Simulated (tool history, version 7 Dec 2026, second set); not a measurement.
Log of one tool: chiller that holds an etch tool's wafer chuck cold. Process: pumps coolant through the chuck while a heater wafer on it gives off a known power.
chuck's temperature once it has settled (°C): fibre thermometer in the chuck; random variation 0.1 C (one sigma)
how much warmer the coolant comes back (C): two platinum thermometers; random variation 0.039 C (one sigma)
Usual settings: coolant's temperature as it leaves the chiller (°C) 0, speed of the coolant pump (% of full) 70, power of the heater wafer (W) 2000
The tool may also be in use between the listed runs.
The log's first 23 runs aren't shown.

run	day	coolant's temperature as it leaves the chiller (°C)	speed of the coolant pump (% of full)	power of the heater wafer (W)	chuck's temperature once it has settled (°C)	how much warmer the coolant comes back (C)
24	50.038	3	61	1052	12.1	5.04
25	51.646	3	61	1052	12	5.04
26	53.725	-5	61	1052	4	5.07
27	55.975	-2	61	1052	7.1	5.05
28	58.083	-8	66	2373	10.9	10.47
29	60.983	7	62	1040	15.8	4.95
30	62.358	7	62	1040	15.7	4.91
31	65.592	7	62	1040	15.9	4.85
32	67.029	-8	96	1225	-1.3	3.54

Forecast each of these 3 alternatives for the next run:
A	69.792	0	70	1230	?	?
B	69.792	0	70	1109	?	?
C	69.792	9	71	2680	?	?

run	chuck's temperature once it has settled (°C)	how much warmer the coolant comes back (C)
A	9.4	5.05
B	8.3	4.59
C	28.9	10.83
Without the tool's hidden state the same runs would have given:
run	chuck's temperature once it has settled (°C)	how much warmer the coolant comes back (C)
A	9.4	5.04
B	8.3	4.59
C	28.8	10.82
